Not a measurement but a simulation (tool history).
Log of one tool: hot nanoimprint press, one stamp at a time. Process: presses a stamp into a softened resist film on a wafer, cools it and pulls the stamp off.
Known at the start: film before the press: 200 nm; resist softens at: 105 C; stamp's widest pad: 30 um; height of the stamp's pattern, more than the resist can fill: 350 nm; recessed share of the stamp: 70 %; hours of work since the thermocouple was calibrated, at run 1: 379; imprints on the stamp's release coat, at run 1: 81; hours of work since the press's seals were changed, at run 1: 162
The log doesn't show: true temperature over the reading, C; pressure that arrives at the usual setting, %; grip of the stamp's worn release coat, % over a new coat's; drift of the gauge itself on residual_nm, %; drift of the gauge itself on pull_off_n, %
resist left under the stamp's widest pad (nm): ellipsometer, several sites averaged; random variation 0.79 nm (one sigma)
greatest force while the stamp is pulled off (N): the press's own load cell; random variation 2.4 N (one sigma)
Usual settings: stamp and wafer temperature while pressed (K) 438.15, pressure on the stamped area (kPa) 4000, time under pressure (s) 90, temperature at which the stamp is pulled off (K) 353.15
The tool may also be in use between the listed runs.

run,hour,stamp and wafer temperature while pressed (K),pressure on the stamped area (kPa),time under pressure (s),temperature at which the stamp is pulled off (K),hours of work since the thermocouple was calibrated,imprints on the stamp's release coat,hours of work since the press's seals were changed,resist left under the stamp's widest pad (nm),greatest force while the stamp is pulled off (N)
1,0.0,438.15,4000,90,353.15,379,81,162,102.2,111
2,60.1,438.15,4000,90,353.15,415,232,198,102.2,109
3,127.9,438.15,4000,90,353.15,455,403,239,102.2,112
# hour 180.2: plate thermocouple calibrated
# hour 205.9: stamp cleaned and given a new release coat
4,215.9,438.15,4000,90,353.15,18,25,287,101.6,106
5,285.2,438.15,4000,90,353.15,59,199,328,102.5,106
6,348.7,438.15,4000,90,348.15,98,359,366,101.6,119
7,405.2,438.15,4000,138,348.15,131,501,400,85.8,123
# hour 441.8: stamp cleaned and given a new release coat
8,468.6,438.15,4000,90,353.15,166,68,435,102.1,107
9,555.2,438.15,3490,90,353.15,218,285,487,107.7,113
10,592.7,438.15,4000,90,353.15,240,380,509,101.1,107
11,666.4,446.15,3450,123,350.15,285,565,553,61.6,116
# hour 678.4: stamp cleaned and given a new release coat
12,728.8,446.15,3450,123,350.15,319,127,587,61.7,121
13,795.2,438.15,4510,90,349.15,358,294,627,97.1,121
14,862.2,431.15,4000,79,346.15,399,462,667,145.7,127
# hour 914.8: stamp cleaned and given a new release coat
# hour 922.8: press's hydraulic seals changed and the load cell set to zero
15,957.3,431.15,4000,79,346.15,447,87,21,145.8,125
16,1000.4,431.15,4000,79,346.15,473,195,47,147.0,128
# hour 1019.2: plate thermocouple calibrated
17,1067.4,431.15,4000,79,346.15,29,356,85,145.4,129
18,1113.3,431.15,4000,79,346.15,57,471,113,146.7,126

The next listed run, before its measurement:
# hour 1160.9: stamp cleaned and given a new release coat
19,1204.6,438.15,3630,90,359.15,108,110,164,?,?

{"run 19": {"resist left under the stamp's widest pad (nm)": 105.5, "greatest force while the stamp is pulled off (N)": 94}}
Without the tool's hidden state the same run would have given resist left under the stamp's widest pad (nm) 105.4, greatest force while the stamp is pulled off (N) 94.

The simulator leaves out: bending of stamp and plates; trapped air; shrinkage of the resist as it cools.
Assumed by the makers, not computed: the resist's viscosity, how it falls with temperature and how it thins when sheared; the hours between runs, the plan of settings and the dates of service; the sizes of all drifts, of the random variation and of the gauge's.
